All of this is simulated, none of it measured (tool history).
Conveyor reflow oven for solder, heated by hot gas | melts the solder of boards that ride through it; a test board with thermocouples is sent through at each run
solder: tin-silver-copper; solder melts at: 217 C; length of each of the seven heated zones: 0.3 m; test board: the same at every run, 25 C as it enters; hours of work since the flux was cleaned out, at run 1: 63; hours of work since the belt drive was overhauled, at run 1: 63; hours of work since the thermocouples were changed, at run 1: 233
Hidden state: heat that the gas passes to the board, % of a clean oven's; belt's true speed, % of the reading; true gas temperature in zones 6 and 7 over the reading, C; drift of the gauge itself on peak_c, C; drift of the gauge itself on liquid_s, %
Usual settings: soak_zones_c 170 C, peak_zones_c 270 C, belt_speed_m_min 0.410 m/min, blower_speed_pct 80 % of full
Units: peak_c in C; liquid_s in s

run	hour	soak_zones_c	peak_zones_c	belt_speed_m_min	blower_speed_pct	hours of work since the flux was cleaned out	hours of work since the belt drive was overhauled	hours of work since the thermocouples were changed	peak_c	liquid_s
1	0.0	170	270	0.410	80	63	63	233	253.2	64.9
2	9.3	170	270	0.410	80	68	68	238	253.2	64.3
3	16.7	170	270	0.410	80	73	73	243	253.1	64.5
4	21.9	170	270	0.410	75	76	76	246	251.9	63.2
5	29.7	156	270	0.410	80	80	80	250	250.6	57.2
6	39.4	170	270	0.350	80	86	86	256	258.0	81.9
7	43.7	170	270	0.350	80	89	89	259	257.6	81.6
8	51.3	170	270	0.350	61	93	93	263	253.7	76.5
9	59.5	170	270	0.350	61	98	98	268	253.6	76.2
10	69.4	156	270	0.410	80	104	104	274	250.2	57.0
11	74.0	156	270	0.410	80	106	106	276	250.3	57.1
12	80.5	156	270	0.410	80	110	110	280	250.4	56.7
13	85.4	156	270	0.410	80	113	113	283	250.3	57.1
14	94.6	156	270	0.410	80	119	119	289	250.1	57.0
# hour 100.0: flux residue cleaned out of gas plates and filters
15	105.7	156	270	0.410	80	3	122	292	248.8	55.5
16	115.4	170	270	0.410	80	9	128	298	251.5	63.0
17	125.0	170	267	0.410	65	15	133	304	245.0	55.4
18	133.1	170	267	0.410	65	20	138	308	245.2	55.6
# hour 141.2: flux residue cleaned out of gas plates and filters, once more
19	145.3	170	276	0.451	80	2	142	313	256.0	60.4
20	150.4	168	278	0.373	55	5	146	316	256.9	72.8
21	155.5	170	273	0.471	80	8	148	319	252.0	54.7
22	159.9	170	273	0.471	80	11	151	321	251.6	54.6
23	169.7	165	270	0.451	80	17	157	327	249.8	54.4
24	177.3	165	275	0.451	61	21	161	331	247.8	50.5
25	185.9	165	275	0.451	61	26	166	336	247.8	50.9
26	190.4	165	279	0.353	54	29	169	339	258.7	77.9
27	196.8	165	279	0.456	54	33	173	343	247.4	49.3
28	202.4	165	279	0.456	54	36	176	346	247.4	49.1
29	207.1	165	279	0.456	76	39	179	349	255.7	57.2
30	211.4	170	270	0.464	80	41	181	351	249.5	53.7
31	217.5	178	278	0.464	68	45	185	355	254.2	59.2
32	227.7	178	278	0.464	68	51	191	361	254.3	59.7

Some steps in peak_c between neighbouring runs. How much of each would the tool show without its hidden state too (settings, what came in, random variation), and how much is left for the hidden state, with any gauge scatter that isn't in both results?
Run 9 -> 10: soak_zones_c 170 -> 156, belt_speed_m_min 0.350 -> 0.410, blower_speed_pct 61 -> 80. peak_c -3.4 C: hidden state -0.6, all else -2.8.
Run 14 -> 15: flux residue cleaned out of gas plates and filters. peak_c -1.3 C: hidden state -1.4, all else +0.1.
Run 18 -> 19: peak_zones_c 267 -> 276, belt_speed_m_min 0.410 -> 0.451, blower_speed_pct 65 -> 80, flux residue cleaned out of gas plates and filters, once more. peak_c +10.8 C: hidden state +2.8, all else +8.0.
Run 25 -> 26: peak_zones_c 275 -> 279, belt_speed_m_min 0.451 -> 0.353, blower_speed_pct 61 -> 54. peak_c +10.9 C: hidden state +0.0, all else +10.9.
Run 26 -> 27: belt_speed_m_min 0.353 -> 0.456. peak_c -11.3 C: hidden state -0.1, all else -11.2.
